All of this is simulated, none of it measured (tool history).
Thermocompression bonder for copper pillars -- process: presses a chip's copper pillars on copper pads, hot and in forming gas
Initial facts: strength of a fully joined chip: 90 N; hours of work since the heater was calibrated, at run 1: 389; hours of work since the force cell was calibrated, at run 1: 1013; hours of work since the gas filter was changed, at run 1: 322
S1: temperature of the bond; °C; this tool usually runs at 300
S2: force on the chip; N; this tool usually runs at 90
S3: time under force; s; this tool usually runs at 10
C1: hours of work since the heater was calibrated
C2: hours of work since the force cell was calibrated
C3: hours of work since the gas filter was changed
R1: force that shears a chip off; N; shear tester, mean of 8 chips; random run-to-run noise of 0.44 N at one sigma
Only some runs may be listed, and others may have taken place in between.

run 1 day=0.000 | S1=300 S2=90 S3=10 | C1=389 C2=1013 C3=322 | R1=60.1
run 2 day=0.600 | S1=300 S2=90 S3=19 | C1=398 C2=1022 C3=332 | R1=69.9
run 3 day=1.350 | S1=300 S2=90 S3=10 | C1=410 C2=1034 C3=343 | R1=61.0
run 4 day=1.792 | S1=300 S2=90 S3=10 | C1=417 C2=1041 C3=350 | R1=61.1
-- day=1.992 forming gas filter changed
run 5 day=2.238 | S1=276 S2=90 S3=10 | C1=424 C2=1048 C3=4 | R1=49.1
run 6 day=2.850 | S1=276 S2=90 S3=10 | C1=433 C2=1058 C3=14 | R1=49.1
run 7 day=3.717 | S1=300 S2=71 S3=10 | C1=447 C2=1071 C3=27 | R1=56.2
run 8 day=4.700 | S1=300 S2=71 S3=10 | C1=463 C2=1087 C3=43 | R1=55.5
-- day=5.346 force cell calibrated
run 9 day=5.392 | S1=300 S2=71 S3=10 | C1=472 C2=1 C3=53 | R1=52.3
run 10 day=6.121 | S1=300 S2=71 S3=10 | C1=484 C2=12 C3=64 | R1=51.7
run 11 day=6.754 | S1=300 S2=77 S3=10 | C1=494 C2=22 C3=74 | R1=54.7
run 12 day=7.621 | S1=300 S2=77 S3=10 | C1=508 C2=36 C3=88 | R1=54.7
run 13 day=8.229 | S1=317 S2=90 S3=10 | C1=517 C2=45 C3=97 | R1=69.4
run 14 day=9.079 | S1=317 S2=90 S3=10 | C1=531 C2=59 C3=111 | R1=68.7
run 15 day=9.750 | S1=317 S2=90 S3=10 | C1=541 C2=69 C3=121 | R1=68.3
run 16 day=10.217 | S1=317 S2=90 S3=10 | C1=549 C2=77 C3=129 | R1=68.8
run 17 day=11.012 | S1=317 S2=90 S3=10 | C1=561 C2=89 C3=141 | R1=68.0
run 18 day=11.946 | S1=300 S2=61 S3=10 | C1=576 C2=104 C3=156 | R1=45.8
run 19 day=12.608 | S1=317 S2=61 S3=10 | C1=586 C2=114 C3=166 | R1=54.9
run 20 day=13.142 | S1=300 S2=90 S3=29 | C1=595 C2=123 C3=175 | R1=74.6
run 21 day=13.654 | S1=307 S2=120 S3=10 | C1=603 C2=131 C3=183 | R1=72.2
run 22 day=14.117 | S1=329 S2=73 S3=7 | C1=610 C2=138 C3=190 | R1=62.6
run 23 day=14.679 | S1=282 S2=90 S3=7 | C1=619 C2=147 C3=199 | R1=42.8
run 24 day=15.542 | S1=300 S2=56 S3=7 | C1=632 C2=161 C3=213 | R1=37.5
run 25 day=16.433 | S1=300 S2=125 S3=11 | C1=647 C2=175 C3=227 | R1=70.9
run 26 day=17.338 | S1=300 S2=125 S3=11 | C1=661 C2=189 C3=241 | R1=69.9
run 27 day=17.888 | S1=274 S2=125 S3=8 | C1=670 C2=198 C3=250 | R1=49.7
run 28 day=18.479 | S1=274 S2=125 S3=8 | C1=679 C2=207 C3=259 | R1=50.1
run 29 day=19.454 | S1=321 S2=131 S3=13 | C1=694 C2=222 C3=274 | R1=80.3
run 30 day=20.179 | S1=293 S2=131 S3=24 | C1=706 C2=234 C3=286 | R1=76.6
run 31 day=20.917 | S1=323 S2=90 S3=29 | C1=717 C2=245 C3=297 | R1=80.8
run 32 day=21.508 | S1=303 S2=87 S3=10 | C1=727 C2=255 C3=307 | R1=57.8
run 33 day=22.012 | S1=303 S2=87 S3=10 | C1=735 C2=263 C3=315 | R1=57.3
run 34 day=22.425 | S1=303 S2=87 S3=10 | C1=741 C2=269 C3=321 | R1=57.8
run 35 day=22.833 | S1=303 S2=87 S3=10 | C1=747 C2=276 C3=328 | R1=58.1
run 36 day=23.729 | S1=300 S2=65 S3=10 | C1=762 C2=290 C3=342 | R1=46.0
run 37 day=24.279 | S1=300 S2=65 S3=10 | C1=770 C2=299 C3=350 | R1=47.1
-- day=24.462 forming gas filter changed
run 38 day=25.075 | S1=300 S2=65 S3=10 | C1=782 C2=311 C3=10 | R1=49.3
run 39 day=25.775 | S1=300 S2=62 S3=10 | C1=794 C2=322 C3=21 | R1=47.9
run 40 day=26.608 | S1=327 S2=73 S3=10 | C1=807 C2=335 C3=34 | R1=68.6

Each row is a separate what-if for the run after 40, all from the same tool condition, not one after another. Results?
run A day=27.133 | S1=285 S2=100 S3=18 | C1=815 C2=343 C3=42 | R1=?
run B day=27.133 | S1=296 S2=55 S3=5 | C1=815 C2=343 C3=42 | R1=?
run C day=27.133 | S1=300 S2=90 S3=10 | C1=815 C2=343 C3=42 | R1=?

run=A R1=64.2
run=B R1=31.2
run=C R1=60.2
Had the tool no hidden state, the same runs would have come out as:
run=A R1=67.4
run=B R1=33.6
run=C R1=63.3
